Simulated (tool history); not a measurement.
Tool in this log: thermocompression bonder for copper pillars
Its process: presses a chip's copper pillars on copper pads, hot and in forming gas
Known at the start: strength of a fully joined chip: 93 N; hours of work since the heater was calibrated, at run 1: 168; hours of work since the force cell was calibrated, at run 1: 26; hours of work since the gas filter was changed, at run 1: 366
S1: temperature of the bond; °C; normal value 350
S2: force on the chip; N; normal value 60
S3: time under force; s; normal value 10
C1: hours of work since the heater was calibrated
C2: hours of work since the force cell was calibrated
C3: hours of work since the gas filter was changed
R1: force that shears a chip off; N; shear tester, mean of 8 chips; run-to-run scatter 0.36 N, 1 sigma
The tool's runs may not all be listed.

{"run": 1, "day": 0.0, "S1": 350, "S2": 60, "S3": 10, "C1": 168, "C2": 26, "C3": 366, "R1": 47.3}
{"run": 2, "day": 0.267, "S1": 350, "S2": 60, "S3": 10, "C1": 171, "C2": 30, "C3": 370, "R1": 47.3}
{"run": 3, "day": 0.508, "S1": 350, "S2": 55, "S3": 10, "C1": 175, "C2": 33, "C3": 373, "R1": 44.2}
{"run": 4, "day": 0.721, "S1": 350, "S2": 55, "S3": 10, "C1": 178, "C2": 36, "C3": 376, "R1": 44.2}
{"run": 5, "day": 0.942, "S1": 350, "S2": 60, "S3": 10, "C1": 181, "C2": 39, "C3": 379, "R1": 47}
{"run": 6, "day": 1.167, "S1": 337, "S2": 60, "S3": 10, "C1": 185, "C2": 43, "C3": 383, "R1": 42.7}
{"run": 7, "day": 1.388, "S1": 337, "S2": 60, "S3": 10, "C1": 188, "C2": 46, "C3": 386, "R1": 42.4}
{"run": 8, "day": 1.575, "S1": 337, "S2": 60, "S3": 10, "C1": 190, "C2": 49, "C3": 389, "R1": 42.9}
{"run": 9, "day": 1.896, "S1": 363, "S2": 60, "S3": 10, "C1": 195, "C2": 53, "C3": 393, "R1": 51.6}
{"run": 10, "day": 2.233, "S1": 363, "S2": 60, "S3": 10, "C1": 200, "C2": 58, "C3": 398, "R1": 51.3}
{"run": 11, "day": 2.6, "S1": 350, "S2": 60, "S3": 10, "C1": 205, "C2": 64, "C3": 403, "R1": 47.2}
{"run": 12, "day": 2.854, "S1": 350, "S2": 60, "S3": 10, "C1": 209, "C2": 67, "C3": 407, "R1": 47.2}
{"run": 13, "day": 3.083, "S1": 350, "S2": 60, "S3": 10, "C1": 212, "C2": 71, "C3": 411, "R1": 46.2}
{"run": 14, "day": 3.312, "S1": 350, "S2": 60, "S3": 10, "C1": 216, "C2": 74, "C3": 414, "R1": 47}
{"run": 15, "day": 3.55, "S1": 350, "S2": 60, "S3": 10, "C1": 219, "C2": 77, "C3": 417, "R1": 46.3}
{"run": 16, "day": 3.875, "S1": 350, "S2": 60, "S3": 10, "C1": 224, "C2": 82, "C3": 422, "R1": 46.8}
{"run": 17, "day": 4.167, "S1": 370, "S2": 60, "S3": 10, "C1": 228, "C2": 86, "C3": 426, "R1": 53.8}
{"run": 18, "day": 4.362, "S1": 350, "S2": 60, "S3": 20, "C1": 231, "C2": 89, "C3": 429, "R1": 58.1}
{"run": 19, "day": 4.758, "S1": 328, "S2": 60, "S3": 20, "C1": 237, "C2": 95, "C3": 435, "R1": 49.8}
{"run": 20, "day": 4.979, "S1": 350, "S2": 49, "S3": 10, "C1": 240, "C2": 98, "C3": 438, "R1": 40.6}
{"run": 21, "day": 5.179, "S1": 367, "S2": 50, "S3": 25, "C1": 243, "C2": 101, "C3": 441, "R1": 60.1}
{"day": 5.3, "done": "heater calibrated with a thermocouple chip"}
{"run": 22, "day": 5.638, "S1": 367, "S2": 50, "S3": 25, "C1": 5, "C2": 107, "C3": 446, "R1": 61.5}
{"run": 23, "day": 5.804, "S1": 367, "S2": 50, "S3": 25, "C1": 7, "C2": 109, "C3": 449, "R1": 61.5}
{"run": 24, "day": 6.067, "S1": 367, "S2": 50, "S3": 25, "C1": 11, "C2": 113, "C3": 453, "R1": 61.2}
{"day": 6.2, "done": "heater calibrated with a thermocouple chip, once more"}
{"run": 25, "day": 6.542, "S1": 350, "S2": 60, "S3": 8, "C1": 5, "C2": 118, "C3": 458, "R1": 42.5}
{"run": 26, "day": 6.875, "S1": 359, "S2": 60, "S3": 17, "C1": 10, "C2": 123, "C3": 463, "R1": 57}
{"run": 27, "day": 7.108, "S1": 350, "S2": 41, "S3": 10, "C1": 13, "C2": 127, "C3": 467, "R1": 34}
{"run": 28, "day": 7.446, "S1": 345, "S2": 46, "S3": 8, "C1": 18, "C2": 132, "C3": 472, "R1": 33.6}

The next listed run, before its measurement:
{"run": 29, "day": 7.829, "S1": 345, "S2": 46, "S3": 8, "C1": 24, "C2": 137, "C3": 477, "R1": "?"}

Logged for run 29: R1 33.1 N.
With the hidden condition absent and the run-to-run variation left alone, this run would have shown R1 35.5 N.
